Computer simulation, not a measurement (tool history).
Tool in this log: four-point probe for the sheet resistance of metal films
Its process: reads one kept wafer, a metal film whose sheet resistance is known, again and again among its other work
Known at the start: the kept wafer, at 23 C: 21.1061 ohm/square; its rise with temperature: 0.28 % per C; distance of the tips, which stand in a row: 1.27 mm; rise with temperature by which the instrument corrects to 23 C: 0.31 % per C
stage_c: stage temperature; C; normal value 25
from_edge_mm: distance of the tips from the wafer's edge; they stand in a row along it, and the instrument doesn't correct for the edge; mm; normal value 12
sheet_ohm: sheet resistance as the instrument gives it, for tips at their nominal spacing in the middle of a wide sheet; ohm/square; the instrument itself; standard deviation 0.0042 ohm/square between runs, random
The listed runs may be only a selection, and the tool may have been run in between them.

| run | day | stage_c | from_edge_mm | sheet_ohm |
|---|---|---|---|---|
| 1 | 0 | 25 | 12 | 21.23672 |
| 2 | 0.271 | 25 | 12 | 21.239667 |
| 3 | 0.662 | 25 | 12 | 21.231218 |
| 4 | 1.071 | 25 | 12 | 21.234879 |
| 5 | 1.562 | 25 | 12 | 21.22973 |
| 6 | 1.971 | 25 | 12 | 21.238008 |
| 7 | 2.596 | 35 | 12 | 21.183597 |
| 8 | 3 | 25 | 12 | 21.23237 |
| 9 | 3.608 | 25 | 12 | 21.226575 |
| 10 | 3.962 | 25 | 12 | 21.221973 |
| 11 | 4.525 | 25 | 12 | 21.229222 |
| 12 | 4.896 | 18 | 12 | 21.264564 |
|  | 4.95 | stage's thermometer calibrated |
| 13 | 5.183 | 18 | 12 | 21.258133 |
| 14 | 5.796 | 18 | 12 | 21.26159 |
| 15 | 6.212 | 26 | 37 | 21.112051 |
| 16 | 6.733 | 26 | 25 | 21.118737 |
| 17 | 7.329 | 26 | 4 | 22.171084 |
| 18 | 7.646 | 35 | 7 | 21.423171 |
| 19 | 7.917 | 35 | 7 | 21.429763 |

3 ways to go on from here, each from the tool as it stands after run 19. What would each give?
|  | 8.404 | stage's thermometer calibrated, once more |
| A | 8.429 | 35 | 17 | ? |
|  | 8.404 | stage's thermometer calibrated, once more |
| B | 8.429 | 22 | 7 | ? |
|  | 8.404 | stage's thermometer calibrated, once more |
| C | 8.429 | 23 | 19 | ? |

| run | sheet_ohm |
|---|---|
| A | 21.113726 |
| B | 21.473653 |
| C | 21.158646 |
Had the tool no hidden state, the same runs would have come out as:
| run | sheet_ohm |
|---|---|
| A | 21.119374 |
| B | 21.479324 |
| C | 21.164247 |

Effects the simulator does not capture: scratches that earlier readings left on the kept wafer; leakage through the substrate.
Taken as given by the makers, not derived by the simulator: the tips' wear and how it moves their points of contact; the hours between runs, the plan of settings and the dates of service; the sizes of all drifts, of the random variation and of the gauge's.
